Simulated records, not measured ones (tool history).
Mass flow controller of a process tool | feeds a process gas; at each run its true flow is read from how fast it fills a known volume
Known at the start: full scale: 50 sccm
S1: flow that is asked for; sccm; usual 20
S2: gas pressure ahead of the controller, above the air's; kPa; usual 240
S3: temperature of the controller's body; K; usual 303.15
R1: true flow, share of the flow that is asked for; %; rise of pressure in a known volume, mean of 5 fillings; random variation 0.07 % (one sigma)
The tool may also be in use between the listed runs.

run,hour,S1,S2,S3,R1
1,0,20,240,303.15,98.48
2,98.5,20,240,303.15,98.52
3,242.5,20,234,303.15,98.63
4,354.8,20,240,303.15,98.7
5,445.9,20,274,303.15,98.44
6,620.1,20,274,303.15,98.56
7,810,20,240,303.15,98.68
8,1007,20,240,303.15,98.73
9,1153.8,20,240,303.15,98.9
10,1300.5,20,218,303.15,98.98
11,1412.8,20,218,303.15,98.92
12,1581.7,20,240,303.15,98.94
13,1692.7,20,240,303.15,98.92
14,1777.7,20,245,303.15,99.06
15,1890,20,148,293.15,98.75
16,1979.5,20,148,293.15,98.85
17,2124.3,20,148,293.15,98.74
18,2250.8,20,148,293.15,98.75
19,2377.6,48,145,299.15,101
20,2518.4,9,160,297.15,98.54
21,2623.8,20,156,304.15,99.57
22,2745.2,20,156,304.15,99.56
23,2848.6,47,204,304.15,101.26
24,3014.7,6,144,302.15,98.82
25,3149.8,6,245,302.15,98.6
26,3306.9,7,201,298.15,98.54
27,3515.1,7,201,298.15,98.53

4 ways to go on from here, each from the tool as it stands after run 27. What would each give?
A,3631.6,23,178,296.15,?
B,3631.6,8,173,295.15,?
C,3631.6,13,224,301.15,?
D,3631.6,20,160,303.15,?

run,R1
A,99.46
B,98.67
C,99.13
D,99.88
Without the tool's hidden state the same runs would have given:
run,R1
A,98.27
B,97.51
C,97.95
D,98.69
